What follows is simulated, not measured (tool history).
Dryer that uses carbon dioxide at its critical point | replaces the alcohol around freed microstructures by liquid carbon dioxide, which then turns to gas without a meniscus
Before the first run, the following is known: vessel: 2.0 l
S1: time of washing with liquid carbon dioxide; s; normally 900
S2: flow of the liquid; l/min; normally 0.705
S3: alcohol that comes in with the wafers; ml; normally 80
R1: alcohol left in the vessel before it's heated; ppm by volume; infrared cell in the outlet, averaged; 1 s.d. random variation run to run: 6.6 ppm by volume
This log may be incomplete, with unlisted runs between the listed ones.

run	hour	S1	S2	S3	R1
1	0	900	0.705	80	550
2	31.1	900	0.705	80	560
3	59.9	900	0.705	80	559
4	93	900	0.705	115	781
# hour 120.4: inlet filter changed
5	126.9	900	0.705	80	404
6	148.4	900	0.705	80	413
7	167.9	900	0.705	80	412
8	208.2	900	0.705	80	448
9	239.1	900	0.705	80	436
10	275.8	1320	0.705	80	171
11	293.5	1320	0.705	80	181
12	334.9	1320	0.705	37	174
13	360.5	1320	0.705	37	162
14	387	1200	0.705	80	217
15	421.8	780	0.496	94	2702
# hour 428.6: purifier's bed changed
16	446.8	600	0.496	29	1545
17	475.2	600	0.496	29	1544
18	506.7	720	0.705	32	383
19	525	780	0.677	21	226
20	560.5	780	0.677	46	505
21	600.6	780	0.677	46	519
22	621.1	1380	0.813	83	54
23	639.8	900	0.705	63	345
24	668.9	600	0.682	80	2086

Results per run with the tool's hidden condition removed, run-to-run variation unchanged:
The tool's hidden condition here consists of: flow that reaches the vessel past the clogged filter, %; alcohol in the recycled carbon dioxide, ppm; drift of the gauge itself on alcohol_ppm, %.
run	R1
1	287
2	283
3	276
4	403
5	286
6	286
7	280
8	299
9	281
10	29
11	35
12	23
13	13
14	55
15	2255
16	1396
17	1380
18	307
19	171
20	385
21	385
22	19
23	226
24	1649
